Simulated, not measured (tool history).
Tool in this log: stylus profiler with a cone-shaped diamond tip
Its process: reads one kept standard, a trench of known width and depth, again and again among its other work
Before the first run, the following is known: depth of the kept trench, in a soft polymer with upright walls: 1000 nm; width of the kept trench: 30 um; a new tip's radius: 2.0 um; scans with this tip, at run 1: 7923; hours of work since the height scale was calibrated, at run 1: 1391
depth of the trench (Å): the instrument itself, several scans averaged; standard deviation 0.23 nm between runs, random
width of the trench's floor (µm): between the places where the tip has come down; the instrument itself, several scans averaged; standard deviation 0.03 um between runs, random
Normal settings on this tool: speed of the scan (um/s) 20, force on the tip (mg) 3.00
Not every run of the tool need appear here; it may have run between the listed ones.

| run | hour | speed of the scan (um/s) | force on the tip (mg) | scans with this tip | hours of work since the height scale was calibrated | depth of the trench (Å) | width of the trench's floor (µm) |
|---|---|---|---|---|---|---|---|
| 1 | 0.0 | 20 | 3.00 | 7923 | 1391 | 10135.9 | 24.12 |
| 2 | 20.2 | 20 | 3.00 | 8001 | 1404 | 10139.2 | 24.16 |
| 3 | 63.9 | 20 | 3.00 | 8171 | 1434 | 10136.5 | 24.04 |
| 4 | 99.2 | 20 | 3.00 | 8308 | 1458 | 10133.3 | 24.03 |
| 5 | 139.9 | 13 | 3.00 | 8466 | 1486 | 10132.6 | 24.04 |
| 6 | 170.3 | 20 | 3.00 | 8585 | 1507 | 10133.4 | 24.02 |
| 7 | 210.3 | 20 | 3.00 | 8740 | 1534 | 10128.5 | 23.90 |
| 8 | 245.2 | 20 | 3.00 | 8876 | 1558 | 10131.7 | 23.89 |

Estimate the outcome of run 9 from the log above:
| 9 | 264.3 | 20 | 3.27 | 8950 | 1571 | ? | ? |

Run 9 produced depth of the trench (Å) 10138.7, width of the trench's floor (µm) 23.91.
With no hidden state in the tool, this same run would have given depth of the trench (Å) 10190.8, width of the trench's floor (µm) 26.44.

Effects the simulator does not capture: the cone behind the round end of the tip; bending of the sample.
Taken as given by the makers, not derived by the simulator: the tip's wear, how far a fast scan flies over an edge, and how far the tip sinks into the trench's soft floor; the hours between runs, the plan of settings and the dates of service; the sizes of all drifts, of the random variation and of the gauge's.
